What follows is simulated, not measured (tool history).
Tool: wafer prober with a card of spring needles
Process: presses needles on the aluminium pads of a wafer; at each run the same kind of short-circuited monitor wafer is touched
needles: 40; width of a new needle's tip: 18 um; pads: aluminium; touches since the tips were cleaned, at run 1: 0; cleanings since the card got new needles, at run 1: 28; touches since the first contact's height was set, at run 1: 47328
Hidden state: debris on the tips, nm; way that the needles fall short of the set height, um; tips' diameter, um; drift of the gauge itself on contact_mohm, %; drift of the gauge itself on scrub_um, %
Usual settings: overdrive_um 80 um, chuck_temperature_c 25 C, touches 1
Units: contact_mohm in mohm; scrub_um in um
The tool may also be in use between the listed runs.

run	hour	overdrive_um	chuck_temperature_c	touches	touches since the tips were cleaned	cleanings since the card got new needles	touches since the first contact's height was set	contact_mohm	scrub_um
1	0	80	25	1	0	28	47328	126	15.52
# hour 25.2: tips cleaned on abrasive film
2	34.9	80	25	1	3305	29	59161	127	15.49
# hour 47.6: tips cleaned on abrasive film
# hour 70.4: tips cleaned on abrasive film
# hour 96.8: tips cleaned on abrasive film
3	100.7	80	25	1	1308	32	81446	126	15.52
# hour 120.4: tips cleaned on abrasive film
# hour 146.3: tips cleaned on abrasive film
4	148.9	73	25	1	915	34	97805	125	14.08
# hour 168.4: tips cleaned on abrasive film
# hour 191.4: tips cleaned on abrasive film
# hour 213.7: tips cleaned on abrasive film
5	213.7	83	25	1	0	37	119750	127	16.04
# hour 239: tips cleaned on abrasive film
6	249.5	83	27	1	3587	38	131903	125	16.07
# hour 261.5: tips cleaned on abrasive film
# hour 285.1: tips cleaned on abrasive film
7	303.8	83	27	1	6353	40	150294	126	16.02
# hour 307.9: tips cleaned on abrasive film
# hour 332.1: tips cleaned on abrasive film
# hour 357: tips cleaned on abrasive film
8	371.6	83	27	1	4953	43	173252	125	16.03
# hour 379.4: tips cleaned on abrasive film
# hour 388.3: height of the first contact set anew
# hour 404.4: tips cleaned on abrasive film
# hour 426.9: tips cleaned on abrasive film
9	426.9	83	27	1	0	46	13099	124	16.12
# hour 453.9: tips cleaned on abrasive film
# hour 477.5: tips cleaned on abrasive film
10	487.2	83	27	1	3293	48	33520	126	16.03
# hour 502: tips cleaned on abrasive film
# hour 524.6: tips cleaned on abrasive film
11	535.6	83	27	1	3735	50	49929	127	16.04
# hour 549.9: tips cleaned on abrasive film
# hour 574.2: tips cleaned on abrasive film
12	591.1	83	27	1	5755	52	68764	127	15.98
# hour 597.8: tips cleaned on abrasive film
# hour 623.5: tips cleaned on abrasive film
# hour 646: tips cleaned on abrasive film
13	660.9	83	27	1	5089	55	92408	127	16.1
# hour 672: tips cleaned on abrasive film
# hour 696.5: tips cleaned on abrasive film
14	714.3	83	27	1	6042	57	110491	127	16.02
# hour 719.4: tips cleaned on abrasive film
# hour 741.7: tips cleaned on abrasive film
# hour 769.2: tips cleaned on abrasive film
15	778.4	88	121	2	3130	60	132209	134	17.09
# hour 796: tips cleaned on abrasive film
# hour 819.2: tips cleaned on abrasive film
# hour 843.6: tips cleaned on abrasive film
16	848.6	66	45	2	1699	63	155983	128	12.76
# hour 866.2: tips cleaned on abrasive film
# hour 890.6: tips cleaned on abrasive film
17	890.6	87	45	2	0	65	170213	124	16.85
# hour 916.4: tips cleaned on abrasive film
# hour 916.7: height of the first contact set anew
# hour 940.4: tips cleaned on abrasive film
18	946.7	63	45	3	2120	67	10171	131	12.18
# hour 966: tips cleaned on abrasive film
19	985.1	91	105	3	6487	68	23207	134	17.56

The next listed run, before its measurement:
# hour 988.2: tips cleaned on abrasive film
# hour 1012.5: tips cleaned on abrasive film
# hour 1036.2: tips cleaned on abrasive film
20	1056.3	75	25	2	6843	71	47339	?	?

Run 20 gave contact_mohm 129 mohm, scrub_um 14.5 um.
Without the tool's hidden state the same run would have given contact_mohm 129 mohm, scrub_um 14.51 um.
